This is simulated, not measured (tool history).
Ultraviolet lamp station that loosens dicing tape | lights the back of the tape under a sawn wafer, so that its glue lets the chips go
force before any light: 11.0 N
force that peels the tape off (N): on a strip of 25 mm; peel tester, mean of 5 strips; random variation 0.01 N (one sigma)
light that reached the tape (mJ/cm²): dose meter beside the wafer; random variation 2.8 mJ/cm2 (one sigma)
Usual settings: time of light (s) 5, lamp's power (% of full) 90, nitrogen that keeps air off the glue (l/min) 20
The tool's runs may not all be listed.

run	day	time of light (s)	lamp's power (% of full)	nitrogen that keeps air off the glue (l/min)	force that peels the tape off (N)	light that reached the tape (mJ/cm²)
1	0.000	5	90	20	1.011	278
2	1.438	5	90	24	0.981	266
3	2.142	5	82	24	1.242	240
4	2.804	5	82	24	1.282	243
5	4.404	5	82	24	1.335	238
# day 5.492: window cleaned of glue's vapour
6	5.642	5	82	24	1.484	227
7	6.717	5	82	24	1.514	222
8	7.621	5	90	8	1.907	242
9	8.883	5	90	8	2.031	238
10	9.679	5	85	20	1.605	223
# day 10.308: window cleaned of glue's vapour, once more
11	10.600	2	74	24	4.775	92
12	11.646	2	78	20	4.739	98
13	12.696	2	78	20	4.611	95
14	13.892	2	78	20	4.698	97
15	15.112	7	68	14	1.082	287
16	16.667	5	80	20	1.444	232
17	17.917	2	90	40	3.937	103
18	19.554	6	61	40	1.522	204
19	20.842	4	91	23	1.809	196

The same runs without the tool's hidden state, with the same run-to-run variation:
The hidden state here: lamp's light, % of a new lamp's; light that the window lets through, % of a clean one's; drift of the gauge itself on peel_n, %; drift of the gauge itself on dose_mj_cm2, %.
run	force that peels the tape off (N)	light that reached the tape (mJ/cm²)
1	0.443	381
2	0.403	374
3	0.528	342
4	0.533	348
5	0.529	348
6	0.533	349
7	0.522	348
8	0.715	383
9	0.739	385
10	0.502	366
11	3.624	123
12	3.530	132
13	3.392	130
14	3.405	134
15	0.446	406
16	0.606	336
17	2.461	152
18	0.587	309
19	0.715	305
